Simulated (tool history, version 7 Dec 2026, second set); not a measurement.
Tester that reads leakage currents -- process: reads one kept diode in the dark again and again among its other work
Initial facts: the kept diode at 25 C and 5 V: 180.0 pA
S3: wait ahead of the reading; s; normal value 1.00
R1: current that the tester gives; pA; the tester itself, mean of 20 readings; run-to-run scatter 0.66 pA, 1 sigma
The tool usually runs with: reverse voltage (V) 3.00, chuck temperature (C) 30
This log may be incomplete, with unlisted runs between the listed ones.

Run 1, hour 0.0: usual settings. Result: R1 225.39 pA.
Run 2, hour 34.4: usual settings but chuck temperature (C) 39. Result: R1 414.20 pA.
Run 3, hour 67.0: usual settings but chuck temperature (C) 58. Result: R1 1378.16 pA.
Run 4, hour 86.8: usual settings but reverse voltage (V) 19.90. Result: R1 449.13 pA.
Run 5, hour 120.4: usual settings. Result: R1 223.16 pA.
At hour 141.5: probe card cleaned and baked.
Run 6, hour 153.6: usual settings. Result: R1 217.30 pA.
Run 7, hour 177.0: usual settings but chuck temperature (C) 42. Result: R1 495.50 pA.
Run 8, hour 202.7: usual settings but chuck temperature (C) 42. Result: R1 498.09 pA.
Run 9, hour 244.3: usual settings but chuck temperature (C) 42. Result: R1 492.83 pA.
Run 10, hour 275.4: usual settings but chuck temperature (C) 42. Result: R1 498.14 pA.
Run 11, hour 307.7: usual settings but chuck temperature (C) 38. Result: R1 380.75 pA.
Run 12, hour 338.7: usual settings but reverse voltage (V) 3.01, chuck temperature (C) 44, S3 0.90 s. Result: R1 565.78 pA.
Run 13, hour 358.3: usual settings but reverse voltage (V) 11.23, chuck temperature (C) 45. Result: R1 931.72 pA.
Run 14, hour 389.2: usual settings but reverse voltage (V) 17.61, chuck temperature (C) 33, S3 2.29 s. Result: R1 486.21 pA.
Run 15, hour 414.4: usual settings but reverse voltage (V) 2.59, chuck temperature (C) 29, S3 5.23 s. Result: R1 190.70 pA.
Run 16, hour 444.4: usual settings but reverse voltage (V) 14.98, chuck temperature (C) 32, S3 4.21 s. Result: R1 430.47 pA.
Run 17, hour 485.9: usual settings but reverse voltage (V) 14.98, chuck temperature (C) 32, S3 4.21 s. Result: R1 429.09 pA.
Run 18, hour 519.6: usual settings but reverse voltage (V) 2.93, chuck temperature (C) 36, S3 2.61 s. Result: R1 324.87 pA.
Run 19, hour 551.5: usual settings but reverse voltage (V) 2.93, chuck temperature (C) 36, S3 2.61 s. Result: R1 327.29 pA.
Run 20, hour 579.2: usual settings but reverse voltage (V) 2.93, chuck temperature (C) 36, S3 2.61 s. Result: R1 327.51 pA.
Run 21, hour 606.7: usual settings but chuck temperature (C) 21, S3 6.35 s. Result: R1 112.21 pA.
Run 22, hour 628.7: usual settings but reverse voltage (V) 3.33, chuck temperature (C) 44. Result: R1 580.84 pA.

Branching from run 22: 5 alternative next runs. What would each branch give?
Run A, hour 662.2: usual settings but reverse voltage (V) 2.91. Result: R1 ?.
Run B, hour 662.2: usual settings but reverse voltage (V) 11.85. Result: R1 ?.
Run C, hour 662.2: usual settings but reverse voltage (V) 2.02, S3 1.23 s. Result: R1 ?.
Run D, hour 662.2: usual settings but chuck temperature (C) 22. Result: R1 ?.
Run E, hour 662.2: usual settings but reverse voltage (V) 1.17, chuck temperature (C) 28, S3 2.75 s. Result: R1 ?.

run      R1
  A  214.48
  B  345.17
  C  189.47
  D  120.85
  E  137.42
Without the tool's unlogged condition, the same runs would have read:
run      R1
  A  217.26
  B  345.84
  C  192.21
  D  121.89
  E  139.62
